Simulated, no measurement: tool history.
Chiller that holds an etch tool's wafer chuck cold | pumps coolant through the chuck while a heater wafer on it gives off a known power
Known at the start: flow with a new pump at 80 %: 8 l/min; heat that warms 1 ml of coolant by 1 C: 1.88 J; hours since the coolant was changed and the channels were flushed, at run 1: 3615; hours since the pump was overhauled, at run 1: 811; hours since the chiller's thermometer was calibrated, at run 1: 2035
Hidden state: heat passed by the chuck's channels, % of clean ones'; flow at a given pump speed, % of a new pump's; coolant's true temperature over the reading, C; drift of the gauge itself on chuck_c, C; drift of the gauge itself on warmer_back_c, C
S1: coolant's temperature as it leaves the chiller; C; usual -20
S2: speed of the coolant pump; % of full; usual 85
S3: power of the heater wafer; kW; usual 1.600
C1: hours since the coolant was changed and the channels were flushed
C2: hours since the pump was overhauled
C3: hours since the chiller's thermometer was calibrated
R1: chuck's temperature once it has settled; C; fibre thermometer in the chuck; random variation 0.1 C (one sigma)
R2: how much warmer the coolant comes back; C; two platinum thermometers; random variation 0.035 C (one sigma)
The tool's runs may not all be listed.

run   hour   S1  S2     S3    C1    C2    C3     R1    R2
  1    0.0  -20  85  1.600  3615   811  2035    1.3  6.12
  2   20.7  -20  85  1.600  3636   832  2056    1.4  6.09
  3   41.5  -27  85  1.600  3657   853  2077   -5.7  6.15
  4   61.2  -27  85  1.600  3677   873  2096   -5.7  6.04
  5   99.9  -27  85  1.600  3715   911  2135   -5.5  6.11
  6  125.0  -27  85  1.600  3740   937  2160   -5.5  6.14
  7  168.2  -27  85  1.600  3784   980  2203   -5.5  6.13
  8  192.1  -27  85  1.600  3807  1004  2227   -5.5  6.09
  9  212.7  -27  85  1.600  3828  1024  2248   -5.4  6.13
 10  254.2  -27  85  1.600  3870  1066  2289   -5.3  6.16
 11  273.9  -20  85  1.600  3889  1085  2309    1.5  6.13
 12  312.6  -20  75  1.600  3928  1124  2348    3.8  6.89
 13  337.5  -20  75  1.600  3953  1149  2373    3.8  6.93
 14  357.3  -20  75  1.600  3973  1169  2393    3.9  6.92
 15  394.7  -20  85  1.600  4010  1206  2430    1.5  6.17
 16  432.7  -13  85  1.600  4048  1244  2468    8.7  6.15
 17  476.8  -13  85  1.600  4092  1288  2512    8.5  6.20
 18  524.2  -13  78  1.600  4140  1336  2559   10.3  6.73
 19  550.6  -13  78  1.600  4166  1362  2586   10.4  6.63
 20  594.2  -16  64  1.689  4210  1406  2629   13.1  8.58
 21  635.1  -27  76  1.600  4250  1447  2670   -3.2  6.92
 22  668.8  -24  70  1.898  4284  1480  2704    6.4  8.85
 23  707.5  -13  74  1.226  4323  1519  2743    5.7  5.43
 24  734.3  -13  74  1.226  4350  1546  2770    5.7  5.41
 25  759.8  -14  69  1.226  4375  1571  2795    5.7  5.80
 26  791.8  -12  86  1.122  4407  1603  2827    3.3  4.30
 27  815.4  -22  86  0.802  4431  1627  2851  -11.0  3.10

Measured less the same run without the tool's hidden state. The same run-to-run variation is in both; the gauge's scatter may not be:
run    R1     R2
  1  +1.7  +0.10
  2  +1.7  +0.10
  3  +1.8  +0.11
  4  +1.8  +0.11
  5  +1.8  +0.12
  6  +1.8  +0.11
  7  +1.8  +0.12
  8  +1.8  +0.12
  9  +1.9  +0.12
 10  +1.9  +0.12
 11  +1.9  +0.12
 12  +2.2  +0.15
 13  +2.2  +0.16
 14  +2.2  +0.16
 15  +2.0  +0.14
 16  +2.0  +0.14
 17  +2.0  +0.15
 18  +2.3  +0.16
 19  +2.2  +0.17
 20  +2.9  +0.23
 21  +2.4  +0.18
 22  +3.0  +0.24
 23  +1.9  +0.15
 24  +1.9  +0.16
 25  +2.0  +0.17
 26  +1.7  +0.13
 27  +1.2  +0.09
